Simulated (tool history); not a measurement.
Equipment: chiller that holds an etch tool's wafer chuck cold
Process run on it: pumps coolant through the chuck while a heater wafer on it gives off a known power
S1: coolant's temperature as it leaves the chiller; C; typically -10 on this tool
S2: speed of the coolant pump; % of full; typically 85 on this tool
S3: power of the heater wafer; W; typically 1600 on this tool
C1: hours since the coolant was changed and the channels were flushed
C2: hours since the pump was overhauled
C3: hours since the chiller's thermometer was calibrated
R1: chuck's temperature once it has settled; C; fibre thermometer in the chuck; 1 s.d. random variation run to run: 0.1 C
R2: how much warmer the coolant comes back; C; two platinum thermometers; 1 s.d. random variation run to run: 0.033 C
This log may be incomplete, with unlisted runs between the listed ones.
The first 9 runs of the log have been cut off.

Run 10, hour 308.7: usual settings but S3 870 W; C1 3669; C2 1564; C3 728. Result: R1 -4.2 C, R2 2.39 C.
Run 11, hour 340.4: usual settings; C1 3700; C2 1595; C3 760. Result: R1 0.5 C, R2 4.47 C.
Run 12, hour 371.8: usual settings; C1 3732; C2 1627; C3 791. Result: R1 0.7 C, R2 4.46 C.
Run 13, hour 390.9: usual settings; C1 3751; C2 1646; C3 810. Result: R1 0.8 C, R2 4.44 C.
Run 14, hour 433.7: usual settings; C1 3794; C2 1689; C3 853. Result: R1 0.8 C, R2 4.46 C.
Run 15, hour 467.0: usual settings; C1 3827; C2 1722; C3 887. Result: R1 0.6 C, R2 4.46 C.
Run 16, hour 500.8: usual settings; C1 3861; C2 1756; C3 920. Result: R1 0.7 C, R2 4.47 C.
Run 17, hour 542.4: usual settings; C1 3902; C2 1797; C3 962. Result: R1 0.7 C, R2 4.47 C.
Run 18, hour 567.7: usual settings but S1 -19 C, S2 68 % of full, S3 1435 W; C1 3928; C2 1823; C3 987. Result: R1 -6.9 C, R2 5.07 C.
Run 19, hour 587.2: usual settings but S1 -19 C, S2 82 % of full, S3 1207 W; C1 3947; C2 1842; C3 1007. Result: R1 -10.7 C, R2 3.49 C.
Run 20, hour 609.2: usual settings but S2 75 % of full; C1 3969; C2 1864; C3 1029. Result: R1 2.0 C, R2 5.08 C.
Run 21, hour 652.7: usual settings but S2 81 % of full, S3 1091 W; C1 4013; C2 1908; C3 1072. Result: R1 -2.4 C, R2 3.16 C.
Run 22, hour 683.7: usual settings but S2 81 % of full, S3 1091 W; C1 4044; C2 1939; C3 1103. Result: R1 -2.4 C, R2 3.18 C.
Run 23, hour 707.8: usual settings but S1 -15 C, S2 99 % of full; C1 4068; C2 1963; C3 1127. Result: R1 -5.8 C, R2 3.79 C.
Run 24, hour 745.9: usual settings but S1 -18 C, S2 72 % of full, S3 1865 W; C1 4106; C2 2001; C3 1165. Result: R1 -3.4 C, R2 6.18 C.
Run 25, hour 767.5: usual settings but S2 97 % of full, S3 1571 W; C1 4127; C2 2022; C3 1187. Result: R1 -1.0 C, R2 3.75 C.
Run 26, hour 811.3: usual settings but S2 73 % of full, S3 1522 W; C1 4171; C2 2066; C3 1231. Result: R1 2.0 C, R2 4.91 C.
Run 27, hour 852.2: usual settings but S2 73 % of full, S3 1522 W; C1 4212; C2 2107; C3 1272. Result: R1 2.0 C, R2 5.05 C.
Run 28, hour 884.4: usual settings but S2 75 % of full, S3 1929 W; C1 4244; C2 2139; C3 1304. Result: R1 4.5 C, R2 6.10 C.
Run 29, hour 912.1: usual settings but S2 63 % of full; C1 4272; C2 2167; C3 1332. Result: R1 4.3 C, R2 6.12 C.
Run 30, hour 947.3: usual settings but S1 -16 C, S2 61 % of full, S3 2155 W; C1 4307; C2 2202; C3 1367. Result: R1 4.1 C, R2 8.58 C.
Run 31, hour 984.4: usual settings but S1 -4 C, S2 84 % of full; C1 4344; C2 2239; C3 1404. Result: R1 6.9 C, R2 4.54 C.

Here are 5 independent what-if runs from the current tool condition. What would each one return?
Run A, hour 1018.3: usual settings but S3 853 W; C1 4378; C2 2273; C3 1438. Result: R1 ?, R2 ?.
Run B, hour 1018.3: usual settings but S2 92 % of full, S3 2229 W; C1 4378; C2 2273; C3 1438. Result: R1 ?, R2 ?.
Run C, hour 1018.3: usual settings but S1 -12 C, S2 87 % of full, S3 1090 W; C1 4378; C2 2273; C3 1438. Result: R1 ?, R2 ?.
Run D, hour 1018.3: usual settings but S1 -6 C, S2 75 % of full; C1 4378; C2 2273; C3 1438. Result: R1 ?, R2 ?.
Run E, hour 1018.3: usual settings but S1 -2 C, S2 69 % of full; C1 4378; C2 2273; C3 1438. Result: R1 ?, R2 ?.

run    R1    R2
  A  -4.5  2.36
  B   3.7  5.72
  C  -4.9  2.98
  D   6.3  5.10
  E  11.2  5.49
Had the tool no hidden state, the same runs would have come out as:
run    R1    R2
  A  -4.5  2.36
  B   3.7  5.71
  C  -4.9  2.98
  D   6.2  5.09
  E  11.2  5.49
